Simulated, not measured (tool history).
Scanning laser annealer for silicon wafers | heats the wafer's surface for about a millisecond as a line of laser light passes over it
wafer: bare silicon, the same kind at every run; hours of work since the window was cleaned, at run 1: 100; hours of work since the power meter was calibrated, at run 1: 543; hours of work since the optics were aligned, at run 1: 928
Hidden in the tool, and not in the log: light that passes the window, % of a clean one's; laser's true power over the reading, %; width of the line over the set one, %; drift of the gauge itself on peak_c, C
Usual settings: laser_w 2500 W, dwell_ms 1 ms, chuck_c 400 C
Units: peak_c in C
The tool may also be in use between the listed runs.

run,hour,laser_w,dwell_ms,chuck_c,hours of work since the window was cleaned,hours of work since the power meter was calibrated,hours of work since the optics were aligned,peak_c
1,0,2500,1,400,100,543,928,1235
2,20.5,2500,1,400,109,552,937,1234
3,48.1,2500,1,400,121,564,949,1232
4,77.1,2500,1,417,133,576,961,1251
5,106.8,2500,1,417,146,589,973,1246
6,131,2500,1,417,156,599,984,1249
7,159.2,2694,1,378,168,611,996,1273
8,177.3,2629,1.05,362,176,619,1003,1256
9,195.9,2629,1.05,362,184,627,1011,1258
10,225.8,2405,1.06,432,196,639,1024,1259
11,256.7,2316,0.71,392,209,652,1037,1025
12,275.6,2382,0.86,400,218,661,1045,1125

5 ways to go on from here, each from the tool as it stands after run 12. What would each give?
A,295.8,2747,0.95,411,226,669,1054,?
B,295.8,2715,0.97,386,226,669,1054,?
C,295.8,2500,0.8,370,226,669,1054,?
D,295.8,2500,1.18,389,226,669,1054,?
E,295.8,2428,1.07,394,226,669,1054,?

run,peak_c
A,1295
B,1267
C,1098
D,1299
E,1231
Without the tool's hidden state the same runs would have given:
run,peak_c
A,1314
B,1286
C,1114
D,1319
E,1249
